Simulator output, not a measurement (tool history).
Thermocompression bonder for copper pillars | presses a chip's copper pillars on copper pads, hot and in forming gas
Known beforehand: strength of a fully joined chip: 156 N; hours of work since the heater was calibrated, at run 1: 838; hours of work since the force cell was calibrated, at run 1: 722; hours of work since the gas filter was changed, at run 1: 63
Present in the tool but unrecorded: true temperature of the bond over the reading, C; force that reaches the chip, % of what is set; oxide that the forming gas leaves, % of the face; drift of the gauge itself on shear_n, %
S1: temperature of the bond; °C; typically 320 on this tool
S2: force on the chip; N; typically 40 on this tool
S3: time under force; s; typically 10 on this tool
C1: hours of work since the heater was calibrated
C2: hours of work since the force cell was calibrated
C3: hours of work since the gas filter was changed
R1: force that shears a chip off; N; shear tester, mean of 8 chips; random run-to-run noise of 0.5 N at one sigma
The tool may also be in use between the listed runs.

run 1 day=0.000 | S1=320 S2=40 S3=10 | C1=838 C2=722 C3=63 | R1=78.8
run 2 day=1.817 | S1=320 S2=40 S3=10 | C1=870 C2=754 C3=96 | R1=78.2
run 3 day=4.867 | S1=320 S2=40 S3=10 | C1=925 C2=809 C3=150 | R1=75.6
-- day=5.229 forming gas filter changed
run 4 day=6.346 | S1=295 S2=40 S3=10 | C1=951 C2=834 C3=20 | R1=63.0
-- day=7.892 heater calibrated with a thermocouple chip
run 5 day=7.892 | S1=295 S2=40 S3=10 | C1=0 C2=861 C3=46 | R1=58.9
run 6 day=10.896 | S1=320 S2=40 S3=10 | C1=53 C2=914 C3=99 | R1=75.9
run 7 day=13.508 | S1=320 S2=40 S3=10 | C1=100 C2=961 C3=146 | R1=73.7
-- day=14.267 forming gas filter changed
run 8 day=16.062 | S1=320 S2=40 S3=10 | C1=145 C2=1006 C3=32 | R1=78.2
run 9 day=18.850 | S1=320 S2=40 S3=13 | C1=195 C2=1055 C3=82 | R1=82.4
run 10 day=21.029 | S1=320 S2=40 S3=13 | C1=233 C2=1094 C3=120 | R1=81.6
run 11 day=22.917 | S1=304 S2=40 S3=10 | C1=267 C2=1128 C3=154 | R1=63.3
-- day=23.188 forming gas filter changed
run 12 day=25.854 | S1=320 S2=40 S3=10 | C1=319 C2=1180 C3=47 | R1=78.5
run 13 day=29.096 | S1=341 S2=40 S3=10 | C1=377 C2=1237 C3=105 | R1=91.4
run 14 day=31.838 | S1=341 S2=40 S3=10 | C1=426 C2=1286 C3=154 | R1=90.1
-- day=32.167 forming gas filter changed
run 15 day=34.092 | S1=341 S2=40 S3=28 | C1=465 C2=1326 C3=34 | R1=123.3
run 16 day=36.483 | S1=320 S2=26 S3=10 | C1=508 C2=1368 C3=77 | R1=61.1
run 17 day=38.696 | S1=320 S2=40 S3=10 | C1=547 C2=1408 C3=116 | R1=76.4
-- day=40.933 forming gas filter changed
run 18 day=41.421 | S1=320 S2=40 S3=10 | C1=595 C2=1456 C3=9 | R1=82.0
run 19 day=42.921 | S1=320 S2=40 S3=10 | C1=622 C2=1483 C3=35 | R1=80.8
run 20 day=44.988 | S1=320 S2=40 S3=10 | C1=659 C2=1519 C3=72 | R1=79.7

Forecast run 21:
-- day=45.750 force cell calibrated
run 21 day=46.975 | S1=320 S2=40 S3=10 | C1=693 C2=22 C3=106 | R1=?

R1: 75.9 N
Without the tool's hidden state the same run would have given R1 77.8 N.

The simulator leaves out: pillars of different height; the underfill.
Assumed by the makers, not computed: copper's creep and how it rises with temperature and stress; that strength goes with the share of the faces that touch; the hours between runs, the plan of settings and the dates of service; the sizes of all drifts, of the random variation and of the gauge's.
